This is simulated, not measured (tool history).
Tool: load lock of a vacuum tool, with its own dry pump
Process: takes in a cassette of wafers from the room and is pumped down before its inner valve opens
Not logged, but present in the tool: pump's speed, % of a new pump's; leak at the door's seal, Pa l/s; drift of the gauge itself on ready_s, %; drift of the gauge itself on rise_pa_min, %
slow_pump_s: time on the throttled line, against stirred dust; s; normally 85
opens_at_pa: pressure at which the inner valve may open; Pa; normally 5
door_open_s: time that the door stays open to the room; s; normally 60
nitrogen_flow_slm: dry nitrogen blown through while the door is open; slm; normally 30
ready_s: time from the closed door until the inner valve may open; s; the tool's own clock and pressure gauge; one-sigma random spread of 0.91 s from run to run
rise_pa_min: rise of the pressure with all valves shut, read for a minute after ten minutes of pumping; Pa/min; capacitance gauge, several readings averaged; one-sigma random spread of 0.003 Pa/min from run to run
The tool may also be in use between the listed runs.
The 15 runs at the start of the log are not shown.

run	hour	slow_pump_s	opens_at_pa	door_open_s	nitrogen_flow_slm	hours that the pump has run since its overhaul	times that the door has closed on its seal	incoming humidity of the room's air, %	ready_s	rise_pa_min
16	1772.4	85	5	60	30	3382	27408	43.8	145.5	0.199
17	1928.7	85	5	60	30	3538	28105	44.5	145.2	0.21
18	2043.5	85	5	60	30	3653	28616	43.9	146.7	0.223
19	2194.5	85	5	60	16	3804	29289	42.9	147.4	0.23
20	2272.4	85	4	36	30	3882	29636	47.4	146.9	0.218
21	2336.4	85	4	36	30	3946	29921	41.7	149	0.223
22	2423.1	144	8	169	11	4033	30308	42.8	196.6	0.275
23	2536.2	72	4	33	40	4146	30812	45.1	137.4	0.23
24	2674.3	123	6	33	40	4284	31427	48	177.6	0.239
25	2763.3	47	5	75	6	4373	31824	46.4	111.6	0.278
26	2907.3	163	5	75	6	4517	32466	45.5	213.2	0.287
27	2991.6	163	5	75	6	4601	32841	45.2	213.4	0.282
28	3144.1	163	4	86	6	4754	33521	45.1	217.3	0.296
29	3295.9	76	7	86	6	4906	34197	47.6	136.2	0.316
30	3440.1	76	7	86	6	5050	34840	52.7	136.3	0.316
31	3571.8	69	7	74	6	5181	35427	45.1	131.3	0.317
32	3725.5	85	9	60	8	5335	36112	46.1	142.6	0.307
33	3806.4	59	8	175	11	5416	36472	44.5	121.1	0.346
34	3951.7	59	8	175	11	5561	37120	44.4	120	0.354
35	4050.6	59	8	175	10	5660	37560	46.3	121.3	0.366
36	4170.5	97	8	78	10	5780	38095	44.3	155	0.332

Alternative continuations, all from the tool just after run 36; predict every row:
A	4324.1	97	6	78	31	5934	38779	45.2	?	?
B	4324.1	85	9	47	11	5934	38779	44.3	?	?
C	4324.1	85	6	60	12	5934	38779	48.1	?	?
D	4324.1	147	5	60	30	5934	38779	42.3	?	?

run	ready_s	rise_pa_min
A	154.7	0.331
B	143.1	0.332
C	144.2	0.338
D	204.3	0.318
Take away the tool's hidden state, keep each run's random variation, and the runs would have read:
run	ready_s	rise_pa_min
A	151.2	0.047
B	139.8	0.048
C	140.6	0.056
D	201	0.035

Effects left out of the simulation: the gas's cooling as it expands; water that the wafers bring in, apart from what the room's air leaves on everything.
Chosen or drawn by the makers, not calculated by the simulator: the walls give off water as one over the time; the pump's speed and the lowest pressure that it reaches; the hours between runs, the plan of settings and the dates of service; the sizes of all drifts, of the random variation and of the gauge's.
